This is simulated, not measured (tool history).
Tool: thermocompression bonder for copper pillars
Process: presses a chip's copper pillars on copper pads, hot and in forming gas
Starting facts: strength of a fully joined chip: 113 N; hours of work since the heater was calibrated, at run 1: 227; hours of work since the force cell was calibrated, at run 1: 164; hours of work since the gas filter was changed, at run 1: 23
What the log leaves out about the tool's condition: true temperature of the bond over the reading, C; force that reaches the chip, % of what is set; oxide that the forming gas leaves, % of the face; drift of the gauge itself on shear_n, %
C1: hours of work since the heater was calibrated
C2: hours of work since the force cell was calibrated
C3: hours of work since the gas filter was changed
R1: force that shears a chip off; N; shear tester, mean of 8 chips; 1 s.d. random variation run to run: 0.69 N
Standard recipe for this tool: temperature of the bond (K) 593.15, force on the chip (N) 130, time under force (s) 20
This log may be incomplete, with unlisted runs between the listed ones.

run 1 hour=0.0 | temperature_of_the_bond_(K)=593.15 force_on_the_chip_(N)=130 time_under_force_(s)=20 | C1=227 C2=164 C3=23 | R1=49.5
run 2 hour=15.3 | temperature_of_the_bond_(K)=593.15 force_on_the_chip_(N)=130 time_under_force_(s)=20 | C1=233 C2=171 C3=29 | R1=50.9
run 3 hour=41.8 | temperature_of_the_bond_(K)=593.15 force_on_the_chip_(N)=130 time_under_force_(s)=20 | C1=244 C2=181 C3=40 | R1=50.8
run 4 hour=64.1 | temperature_of_the_bond_(K)=593.15 force_on_the_chip_(N)=130 time_under_force_(s)=20 | C1=253 C2=190 C3=49 | R1=49.9
run 5 hour=92.4 | temperature_of_the_bond_(K)=593.15 force_on_the_chip_(N)=130 time_under_force_(s)=20 | C1=264 C2=202 C3=60 | R1=50.1
run 6 hour=120.3 | temperature_of_the_bond_(K)=593.15 force_on_the_chip_(N)=130 time_under_force_(s)=20 | C1=275 C2=213 C3=72 | R1=48.5
run 7 hour=146.0 | temperature_of_the_bond_(K)=593.15 force_on_the_chip_(N)=130 time_under_force_(s)=31 | C1=286 C2=224 C3=82 | R1=57.1
run 8 hour=170.0 | temperature_of_the_bond_(K)=593.15 force_on_the_chip_(N)=130 time_under_force_(s)=31 | C1=296 C2=233 C3=92 | R1=58.4
run 9 hour=184.4 | temperature_of_the_bond_(K)=593.15 force_on_the_chip_(N)=130 time_under_force_(s)=31 | C1=302 C2=239 C3=98 | R1=57.6
run 10 hour=209.1 | temperature_of_the_bond_(K)=593.15 force_on_the_chip_(N)=130 time_under_force_(s)=31 | C1=312 C2=249 C3=108 | R1=58.2
run 11 hour=225.8 | temperature_of_the_bond_(K)=593.15 force_on_the_chip_(N)=130 time_under_force_(s)=31 | C1=318 C2=256 C3=114 | R1=58.0
run 12 hour=254.1 | temperature_of_the_bond_(K)=593.15 force_on_the_chip_(N)=130 time_under_force_(s)=20 | C1=330 C2=267 C3=126 | R1=49.5
run 13 hour=277.9 | temperature_of_the_bond_(K)=593.15 force_on_the_chip_(N)=130 time_under_force_(s)=20 | C1=339 C2=277 C3=136 | R1=50.9
run 14 hour=298.7 | temperature_of_the_bond_(K)=593.15 force_on_the_chip_(N)=130 time_under_force_(s)=20 | C1=348 C2=286 C3=144 | R1=50.8
run 15 hour=317.7 | temperature_of_the_bond_(K)=593.15 force_on_the_chip_(N)=130 time_under_force_(s)=32 | C1=356 C2=293 C3=152 | R1=57.0
run 16 hour=340.6 | temperature_of_the_bond_(K)=593.15 force_on_the_chip_(N)=130 time_under_force_(s)=32 | C1=365 C2=303 C3=161 | R1=57.5
run 17 hour=369.3 | temperature_of_the_bond_(K)=593.15 force_on_the_chip_(N)=186 time_under_force_(s)=32 | C1=377 C2=314 C3=173 | R1=75.9
run 18 hour=396.1 | temperature_of_the_bond_(K)=593.15 force_on_the_chip_(N)=186 time_under_force_(s)=32 | C1=387 C2=325 C3=183 | R1=76.9
run 19 hour=424.4 | temperature_of_the_bond_(K)=593.15 force_on_the_chip_(N)=186 time_under_force_(s)=32 | C1=399 C2=337 C3=195 | R1=75.2
run 20 hour=436.0 | temperature_of_the_bond_(K)=593.15 force_on_the_chip_(N)=186 time_under_force_(s)=32 | C1=404 C2=341 C3=200 | R1=75.8
-- hour=442.4 forming gas filter changed
run 21 hour=451.8 | temperature_of_the_bond_(K)=563.15 force_on_the_chip_(N)=186 time_under_force_(s)=21 | C1=410 C2=348 C3=4 | R1=54.3
run 22 hour=465.3 | temperature_of_the_bond_(K)=563.15 force_on_the_chip_(N)=186 time_under_force_(s)=21 | C1=415 C2=353 C3=9 | R1=54.0
-- hour=469.9 heater calibrated with a thermocouple chip
run 23 hour=491.8 | temperature_of_the_bond_(K)=575.15 force_on_the_chip_(N)=116 time_under_force_(s)=11 | C1=9 C2=363 C3=19 | R1=30.6
run 24 hour=506.5 | temperature_of_the_bond_(K)=575.15 force_on_the_chip_(N)=116 time_under_force_(s)=11 | C1=15 C2=369 C3=25 | R1=31.1
run 25 hour=528.9 | temperature_of_the_bond_(K)=575.15 force_on_the_chip_(N)=116 time_under_force_(s)=11 | C1=24 C2=378 C3=34 | R1=31.5
run 26 hour=540.5 | temperature_of_the_bond_(K)=609.15 force_on_the_chip_(N)=187 time_under_force_(s)=11 | C1=29 C2=383 C3=39 | R1=66.9
run 27 hour=554.9 | temperature_of_the_bond_(K)=606.15 force_on_the_chip_(N)=117 time_under_force_(s)=33 | C1=35 C2=389 C3=45 | R1=64.2
run 28 hour=579.3 | temperature_of_the_bond_(K)=609.15 force_on_the_chip_(N)=130 time_under_force_(s)=58 | C1=44 C2=398 C3=55 | R1=81.6
run 29 hour=604.4 | temperature_of_the_bond_(K)=587.15 force_on_the_chip_(N)=133 time_under_force_(s)=14 | C1=55 C2=409 C3=65 | R1=45.5
-- hour=611.1 heater calibrated with a thermocouple chip, once more
run 30 hour=618.9 | temperature_of_the_bond_(K)=587.15 force_on_the_chip_(N)=133 time_under_force_(s)=14 | C1=3 C2=414 C3=70 | R1=41.5
run 31 hour=647.1 | temperature_of_the_bond_(K)=617.15 force_on_the_chip_(N)=168 time_under_force_(s)=20 | C1=15 C2=425 C3=81 | R1=75.1
run 32 hour=662.6 | temperature_of_the_bond_(K)=607.15 force_on_the_chip_(N)=130 time_under_force_(s)=22 | C1=21 C2=431 C3=88 | R1=58.3
run 33 hour=674.3 | temperature_of_the_bond_(K)=607.15 force_on_the_chip_(N)=130 time_under_force_(s)=22 | C1=26 C2=436 C3=92 | R1=58.3
run 34 hour=692.0 | temperature_of_the_bond_(K)=619.15 force_on_the_chip_(N)=130 time_under_force_(s)=20 | C1=33 C2=443 C3=100 | R1=60.6
run 35 hour=709.3 | temperature_of_the_bond_(K)=619.15 force_on_the_chip_(N)=130 time_under_force_(s)=20 | C1=40 C2=450 C3=107 | R1=61.6
run 36 hour=723.7 | temperature_of_the_bond_(K)=572.15 force_on_the_chip_(N)=130 time_under_force_(s)=20 | C1=46 C2=456 C3=113 | R1=40.2
run 37 hour=746.1 | temperature_of_the_bond_(K)=605.15 force_on_the_chip_(N)=81 time_under_force_(s)=18 | C1=55 C2=465 C3=122 | R1=33.0
run 38 hour=764.0 | temperature_of_the_bond_(K)=605.15 force_on_the_chip_(N)=81 time_under_force_(s)=18 | C1=62 C2=473 C3=129 | R1=33.0
run 39 hour=782.6 | temperature_of_the_bond_(K)=605.15 force_on_the_chip_(N)=81 time_under_force_(s)=18 | C1=70 C2=480 C3=136 | R1=32.8

Some steps in R1, run to run, broken into two amounts with sign: the step expected even without the hidden condition (settings, incoming material, random variation), and the rest, left for the hidden condition together with whatever gauge scatter is not in both the measured and the hidden-condition-free result:
Run 20 -> 21: temperature of the bond (K) 593.15 -> 563.15, time under force (s) 32 -> 21, forming gas filter changed. R1 -21.5 N: hidden state +3.8, all else -25.3.
Run 25 -> 26: temperature of the bond (K) 575.15 -> 609.15, force on the chip (N) 116 -> 187. R1 +35.4 N: hidden state +1.8, all else +33.6.
Run 28 -> 29: temperature of the bond (K) 609.15 -> 587.15, force on the chip (N) 130 -> 133, time under force (s) 58 -> 14. R1 -36.1 N: hidden state -0.4, all else -35.7.
Run 29 -> 30: heater calibrated with a thermocouple chip, once more. R1 -4.0 N: hidden state -2.6, all else -1.4.
Run 30 -> 31: temperature of the bond (K) 587.15 -> 617.15, force on the chip (N) 133 -> 168, time under force (s) 14 -> 20. R1 +33.6 N: hidden state +0.0, all else +33.6.

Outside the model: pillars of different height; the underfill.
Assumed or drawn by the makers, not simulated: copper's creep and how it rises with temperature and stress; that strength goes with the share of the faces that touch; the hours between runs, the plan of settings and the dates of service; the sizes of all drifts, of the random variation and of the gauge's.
